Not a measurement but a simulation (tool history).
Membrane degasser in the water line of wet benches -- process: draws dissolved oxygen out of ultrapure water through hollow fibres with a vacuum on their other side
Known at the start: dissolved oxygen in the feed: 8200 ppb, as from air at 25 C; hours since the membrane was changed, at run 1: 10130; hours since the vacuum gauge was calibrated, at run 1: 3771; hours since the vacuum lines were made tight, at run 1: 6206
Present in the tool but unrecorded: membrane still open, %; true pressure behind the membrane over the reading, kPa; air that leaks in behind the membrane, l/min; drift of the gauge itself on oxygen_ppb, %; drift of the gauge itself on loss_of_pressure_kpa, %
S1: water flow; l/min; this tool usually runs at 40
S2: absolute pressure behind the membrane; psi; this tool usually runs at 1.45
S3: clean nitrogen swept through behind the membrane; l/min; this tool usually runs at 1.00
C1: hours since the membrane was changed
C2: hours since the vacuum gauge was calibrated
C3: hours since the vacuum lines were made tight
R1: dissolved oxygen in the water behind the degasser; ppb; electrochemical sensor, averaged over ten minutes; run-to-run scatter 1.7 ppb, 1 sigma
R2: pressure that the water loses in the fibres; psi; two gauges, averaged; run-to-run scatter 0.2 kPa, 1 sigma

run 1 day=0.000 | S1=40 S2=1.45 S3=1.00 | C1=10130 C2=3771 C3=6206 | R1=549.9 R2=6.524
run 2 day=7.838 | S1=29 S2=1.45 S3=1.00 | C1=10318 C2=3959 C3=6394 | R1=416.0 R2=4.685
run 3 day=18.821 | S1=29 S2=1.45 S3=1.00 | C1=10582 C2=4222 C3=6657 | R1=418.5 R2=4.724
run 4 day=28.050 | S1=29 S2=1.45 S3=1.00 | C1=10803 C2=4444 C3=6879 | R1=419.5 R2=4.760
run 5 day=34.342 | S1=29 S2=1.45 S3=1.00 | C1=10954 C2=4595 C3=7030 | R1=418.2 R2=4.686
run 6 day=39.475 | S1=40 S2=1.45 S3=1.00 | C1=11077 C2=4718 C3=7153 | R1=552.9 R2=6.532
run 7 day=48.971 | S1=40 S2=1.45 S3=1.00 | C1=11305 C2=4946 C3=7381 | R1=555.0 R2=6.540
run 8 day=55.808 | S1=40 S2=1.45 S3=1.00 | C1=11469 C2=5110 C3=7545 | R1=557.7 R2=6.525
run 9 day=66.525 | S1=40 S2=1.45 S3=1.00 | C1=11727 C2=5367 C3=7802 | R1=554.9 R2=6.479
-- day=70.925 vacuum gauge calibrated
run 10 day=73.992 | S1=40 S2=1.45 S3=1.61 | C1=11905 C2=74 C3=7981 | R1=368.5 R2=6.593
run 11 day=79.446 | S1=40 S2=1.45 S3=1.61 | C1=12036 C2=205 C3=8112 | R1=371.0 R2=6.562
run 12 day=83.979 | S1=28 S2=2.84 S3=0.49 | C1=12145 C2=313 C3=8221 | R1=1497.1 R2=4.589
run 13 day=93.054 | S1=59 S2=3.21 S3=1.00 | C1=12363 C2=531 C3=8438 | R1=1769.2 R2=9.636
run 14 day=99.029 | S1=62 S2=1.45 S3=1.42 | C1=12506 C2=675 C3=8582 | R1=650.1 R2=10.167
run 15 day=110.158 | S1=62 S2=1.45 S3=1.42 | C1=12773 C2=942 C3=8849 | R1=645.4 R2=10.154
run 16 day=117.888 | S1=58 S2=1.48 S3=1.00 | C1=12959 C2=1127 C3=9034 | R1=773.6 R2=9.462
run 17 day=124.675 | S1=29 S2=3.34 S3=0.56 | C1=13122 C2=1290 C3=9197 | R1=1633.8 R2=4.792
run 18 day=132.383 | S1=40 S2=0.99 S3=0.82 | C1=13307 C2=1475 C3=9382 | R1=347.8 R2=6.518
run 19 day=141.417 | S1=29 S2=2.13 S3=1.98 | C1=13523 C2=1692 C3=9599 | R1=379.2 R2=4.763
run 20 day=148.475 | S1=40 S2=1.45 S3=0.69 | C1=13693 C2=1861 C3=9768 | R1=699.3 R2=6.595
run 21 day=155.846 | S1=40 S2=1.45 S3=0.48 | C1=13870 C2=2038 C3=9945 | R1=885.1 R2=6.622

Below, some changes in R1 between adjacent runs. For each, the amount present without the hidden state too (settings, incoming material, random variation) and the amount remaining for the hidden state with gauge scatter not shared by both compared results:
Run 9 -> 10: S3 1.00 -> 1.61, vacuum gauge calibrated. R1 -186.4 ppb: hidden state -21.5, all else -164.9.
Run 11 -> 12: S1 40 -> 28, S2 1.45 -> 2.84, S3 1.61 -> 0.49. R1 +1126.1 ppb: hidden state -7.0, all else +1133.1.
Run 16 -> 17: S1 58 -> 29, S2 1.48 -> 3.34, S3 1.00 -> 0.56. R1 +860.2 ppb: hidden state -17.6, all else +877.8.
Run 17 -> 18: S1 29 -> 40, S2 3.34 -> 0.99, S3 0.56 -> 0.82. R1 -1286.0 ppb: hidden state +6.0, all else -1292.0.

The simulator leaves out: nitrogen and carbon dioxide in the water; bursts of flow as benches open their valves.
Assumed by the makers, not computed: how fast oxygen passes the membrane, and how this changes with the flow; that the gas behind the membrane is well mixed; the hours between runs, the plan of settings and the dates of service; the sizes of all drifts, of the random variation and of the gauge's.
